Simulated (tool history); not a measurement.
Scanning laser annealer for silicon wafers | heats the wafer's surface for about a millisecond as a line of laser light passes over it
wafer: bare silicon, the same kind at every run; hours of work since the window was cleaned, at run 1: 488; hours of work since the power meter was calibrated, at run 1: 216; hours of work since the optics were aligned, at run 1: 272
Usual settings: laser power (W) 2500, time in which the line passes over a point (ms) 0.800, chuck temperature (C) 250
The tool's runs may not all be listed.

run,day,laser power (W),time in which the line passes over a point (ms),chuck temperature (C),hours of work since the window was cleaned,hours of work since the power meter was calibrated,hours of work since the optics were aligned,highest temperature of the surface (C)
1,0.000,2500,0.800,250,488,216,272,1020
2,0.342,2500,0.800,245,493,222,277,1014
3,0.738,2500,0.800,245,499,228,283,1014
4,0.975,2500,0.800,245,503,231,287,1013
5,1.167,2535,0.800,245,506,234,290,1024
6,1.425,2535,0.800,245,509,238,294,1021
7,1.712,2572,0.800,250,514,242,298,1043
8,1.988,2572,0.800,250,518,246,302,1039
9,2.329,2617,0.636,265,523,251,307,974
10,2.604,2617,0.636,265,527,255,311,975
11,2.800,2562,0.744,283,530,258,314,1040
12,3.146,2562,0.744,283,535,264,319,1041
13,3.329,2449,0.800,250,538,266,322,999
14,3.554,2609,0.800,250,541,270,325,1047

Hidden state or all else? Some run-to-run changes of highest temperature of the surface (C), split into what the settings, what came in and random variation would give without the hidden state, and what is left for the hidden state (with any gauge scatter that isn't in both results):
The hidden state here: light that passes the window, % of a clean one's; laser's true power over the reading, %; width of the line over the set one, %; drift of the gauge itself on peak_c, C.
Run 8 -> 9: laser power (W) 2572 -> 2617, time in which the line passes over a point (ms) 0.800 -> 0.636, chuck temperature (C) 250 -> 265. highest temperature of the surface (C) -65: hidden state +3, all else -68.
